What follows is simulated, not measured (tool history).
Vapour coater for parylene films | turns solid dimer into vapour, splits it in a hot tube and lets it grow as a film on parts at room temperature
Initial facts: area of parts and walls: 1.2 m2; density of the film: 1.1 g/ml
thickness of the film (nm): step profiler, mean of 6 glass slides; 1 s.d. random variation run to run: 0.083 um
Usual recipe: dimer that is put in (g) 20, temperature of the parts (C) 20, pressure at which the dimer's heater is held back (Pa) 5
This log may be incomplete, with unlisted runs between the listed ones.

run,day,dimer that is put in (g),temperature of the parts (C),pressure at which the dimer's heater is held back (Pa),thickness of the film (nm)
1,0,20,20,5,10710
2,1.083,20,20,5.06,10530
3,2.492,20,20,3.36,11080
4,3.812,20,23,5,9100
5,4.712,20,23,5,9180
6,6.371,20,23,5,9120
7,7.575,20,23,5,9090
8,8.917,20,23,5,8940
9,10.267,20,23,5,9000
# day 11.338: trap's valve overhauled
10,11.338,20,23,5,8700
11,12.333,20,23,5,8610
12,13.762,20,17,5,11010
13,14.567,12,17,5,6640
14,15.546,12,22,11.47,4860
15,17.404,12,31,11.47,3300

What does the tool deliver on the next run?
# day 17.675: trap's valve overhauled, once more
16,19.538,15,26,5.65,?

thickness of the film (nm): 6220
Had the tool carried no hidden state, the very same run would have given thickness of the film (nm) 6260.
